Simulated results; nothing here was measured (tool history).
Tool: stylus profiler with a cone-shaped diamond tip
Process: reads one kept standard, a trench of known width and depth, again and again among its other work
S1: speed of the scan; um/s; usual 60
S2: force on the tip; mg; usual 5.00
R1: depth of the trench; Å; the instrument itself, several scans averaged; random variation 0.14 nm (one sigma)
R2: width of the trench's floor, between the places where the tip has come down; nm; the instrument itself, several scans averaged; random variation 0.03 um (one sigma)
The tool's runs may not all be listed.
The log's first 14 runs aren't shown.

| run | hour | S1 | S2 | R1 | R2 |
|---|---|---|---|---|---|
| 15 | 311.9 | 60 | 5.00 | 5138.9 | 25130 |
| 16 | 326.8 | 60 | 5.00 | 5137.7 | 25070 |
| 17 | 343.7 | 60 | 5.00 | 5139.0 | 25080 |
| 18 | 363.0 | 60 | 5.00 | 5138.7 | 25100 |
| 19 | 380.2 | 60 | 5.00 | 5138.7 | 25030 |
| 20 | 408.2 | 141 | 13.82 | 5267.6 | 24990 |
| 21 | 436.4 | 56 | 1.83 | 5074.7 | 25010 |
| 22 | 456.9 | 56 | 1.83 | 5077.2 | 24970 |
| 23 | 484.1 | 20 | 2.42 | 5086.2 | 25110 |
| 24 | 503.8 | 37 | 14.56 | 5274.8 | 25120 |
| 25 | 518.8 | 60 | 4.17 | 5125.2 | 24970 |
| 26 | 551.3 | 18 | 2.19 | 5083.9 | 25080 |
| 27 | 571.7 | 60 | 3.55 | 5113.2 | 25000 |
| 28 | 588.4 | 60 | 2.82 | 5096.8 | 24960 |
| 29 | 606.8 | 60 | 2.82 | 5097.0 | 24970 |
| 30 | 620.0 | 79 | 5.74 | 5152.6 | 25000 |
| 31 | 640.5 | 79 | 5.74 | 5155.3 | 24980 |
| 32 | 666.1 | 79 | 5.74 | 5153.6 | 24910 |
| 33 | 686.7 | 79 | 5.74 | 5153.4 | 24940 |
| 34 | 705.7 | 81 | 9.34 | 5208.3 | 24990 |
| 35 | 735.1 | 18 | 2.22 | 5087.1 | 24980 |

Forecast each of these 4 alternatives for the next run:
| A | 756.9 | 60 | 4.34 | ? | ? |
| B | 756.9 | 122 | 9.32 | ? | ? |
| C | 756.9 | 15 | 1.70 | ? | ? |
| D | 756.9 | 26 | 5.49 | ? | ? |

| run | R1 | R2 |
|---|---|---|
| A | 5128.4 | 24950 |
| B | 5209.7 | 24860 |
| C | 5070.4 | 24920 |
| D | 5148.3 | 25040 |
Without the tool's hidden state the same runs would have given:
| run | R1 | R2 |
|---|---|---|
| A | 5119.5 | 25520 |
| B | 5200.8 | 25440 |
| C | 5061.7 | 25500 |
| D | 5139.5 | 25610 |
